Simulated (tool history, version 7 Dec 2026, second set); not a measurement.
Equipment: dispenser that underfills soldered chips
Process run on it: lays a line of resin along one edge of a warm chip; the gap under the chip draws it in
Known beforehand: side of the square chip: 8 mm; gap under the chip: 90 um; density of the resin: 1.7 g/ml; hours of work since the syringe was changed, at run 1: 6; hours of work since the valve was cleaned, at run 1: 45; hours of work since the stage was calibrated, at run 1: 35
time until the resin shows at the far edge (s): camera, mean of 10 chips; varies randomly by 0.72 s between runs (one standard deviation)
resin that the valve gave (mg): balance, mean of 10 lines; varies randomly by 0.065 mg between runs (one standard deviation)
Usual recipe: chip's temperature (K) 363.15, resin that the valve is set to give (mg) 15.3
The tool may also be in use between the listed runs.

| run | hour | chip's temperature (K) | resin that the valve is set to give (mg) | hours of work since the syringe was changed | hours of work since the valve was cleaned | hours of work since the stage was calibrated | time until the resin shows at the far edge (s) | resin that the valve gave (mg) |
|---|---|---|---|---|---|---|---|---|
| 1 | 0 | 363.15 | 15.3 | 6 | 45 | 35 | 110.4 | 14.79 |
|  | 5.4 | new syringe of resin |
|  | 10.8 | dispensing valve cleaned and set on the balance |
| 2 | 15 | 363.15 | 15.3 | 6 | 3 | 45 | 107.7 | 15.24 |
|  | 20.2 | new syringe of resin |
| 3 | 31 | 363.15 | 15.3 | 8 | 15 | 57 | 121.7 | 15.03 |
|  | 34.6 | new syringe of resin |
| 4 | 44.9 | 363.15 | 15.3 | 8 | 24 | 67 | 119.8 | 15.09 |
|  | 48.1 | new syringe of resin |
| 5 | 56.7 | 363.15 | 15.3 | 6 | 33 | 75 | 110.2 | 14.91 |
|  | 62.3 | new syringe of resin |
| 6 | 69.3 | 363.15 | 15.3 | 5 | 42 | 84 | 96.7 | 14.79 |
|  | 76.3 | new syringe of resin |
| 7 | 77.1 | 363.15 | 15.3 | 1 | 47 | 89 | 67.4 | 14.64 |
|  | 84.5 | dispensing valve cleaned and set on the balance |
|  | 91.2 | new syringe of resin |
| 8 | 95.8 | 363.15 | 15.3 | 3 | 8 | 102 | 83.5 | 15.05 |
|  | 105.3 | new syringe of resin |
| 9 | 108.5 | 363.15 | 15.3 | 2 | 17 | 111 | 80.1 | 15.11 |
|  | 119.4 | new syringe of resin |
| 10 | 125.1 | 363.15 | 15.3 | 4 | 29 | 123 | 89.8 | 15.01 |
|  | 134.1 | new syringe of resin |
| 11 | 135.9 | 363.15 | 15.3 | 1 | 37 | 131 | 71 | 14.8 |
|  | 147.6 | new syringe of resin |
| 12 | 151.2 | 363.15 | 15.4 | 3 | 48 | 142 | 80 | 14.89 |
|  | 158.4 | dispensing valve cleaned and set on the balance |
| 13 | 159.4 | 363.15 | 15.4 | 8 | 1 | 147 | 122.2 | 15.37 |
|  | 162.6 | new syringe of resin |
| 14 | 170 | 374.15 | 15.3 | 5 | 8 | 154 | 72.6 | 15.14 |
|  | 177 | new syringe of resin |
| 15 | 184.8 | 374.15 | 15.3 | 6 | 19 | 165 | 72.6 | 15.1 |
|  | 191.9 | new syringe of resin |
| 16 | 192.6 | 352.15 | 13.4 | 0 | 24 | 170 | 94.6 | 13.3 |
| 17 | 201.5 | 352.15 | 13.4 | 7 | 31 | 177 | 160.1 | 13.09 |
|  | 206.4 | new syringe of resin |
| 18 | 212.7 | 371.15 | 14.7 | 5 | 39 | 185 | 74.3 | 14.26 |
|  | 220.7 | new syringe of resin |
| 19 | 223.1 | 371.15 | 14.7 | 2 | 46 | 192 | 59.4 | 14.28 |
|  | 232.1 | dispensing valve cleaned and set on the balance |
|  | 236.3 | new syringe of resin |
| 20 | 239.6 | 360.15 | 13.9 | 2 | 5 | 203 | 86.9 | 13.79 |
| 21 | 248.2 | 363.15 | 14.9 | 9 | 12 | 210 | 130.6 | 14.76 |
|  | 250.1 | new syringe of resin |
| 22 | 257.3 | 372.15 | 15.3 | 5 | 18 | 216 | 73.5 | 15.04 |
|  | 264.2 | new syringe of resin |
| 23 | 269.8 | 372.15 | 15.3 | 4 | 27 | 225 | 67.7 | 14.94 |
|  | 278.4 | new syringe of resin |
| 24 | 278.4 | 360.15 | 14.7 | 0 | 33 | 231 | 70 | 14.31 |
|  | 292.8 | new syringe of resin |
| 25 | 295.3 | 367.15 | 14.5 | 2 | 45 | 243 | 64.6 | 14.06 |
|  | 306.3 | dispensing valve cleaned and set on the balance |
|  | 307.9 | new syringe of resin |
| 26 | 310.8 | 367.15 | 14.5 | 2 | 3 | 254 | 66.9 | 14.56 |
|  | 321.4 | new syringe of resin |
| 27 | 321.4 | 367.15 | 14.5 | 0 | 11 | 261 | 56.4 | 14.35 |
| 28 | 329.9 | 360.15 | 16.8 | 6 | 17 | 267 | 111.6 | 16.61 |

4 ways to go on from here, each from the tool as it stands after run 28. What would each give?
|  | 336.1 | new syringe of resin |
| A | 341 | 367.15 | 18.3 | 4 | 25 | 275 | ? | ? |
|  | 336.1 | new syringe of resin |
| B | 341 | 372.15 | 16.8 | 4 | 25 | 275 | ? | ? |
|  | 336.1 | new syringe of resin |
| C | 341 | 368.15 | 16.8 | 4 | 25 | 275 | ? | ? |
|  | 336.1 | new syringe of resin |
| D | 341 | 357.15 | 15 | 4 | 25 | 275 | ? | ? |

| run | time until the resin shows at the far edge (s) | resin that the valve gave (mg) |
|---|---|---|
| A | 73.8 | 18.02 |
| B | 65.1 | 16.59 |
| C | 71.2 | 16.51 |
| D | 101.9 | 14.86 |
Without the tool's unlogged condition, the same runs would have read:
| run | time until the resin shows at the far edge (s) | resin that the valve gave (mg) |
|---|---|---|
| A | 57.8 | 18.35 |
| B | 50.8 | 16.9 |
| C | 55.8 | 16.81 |
| D | 79.7 | 15.14 |
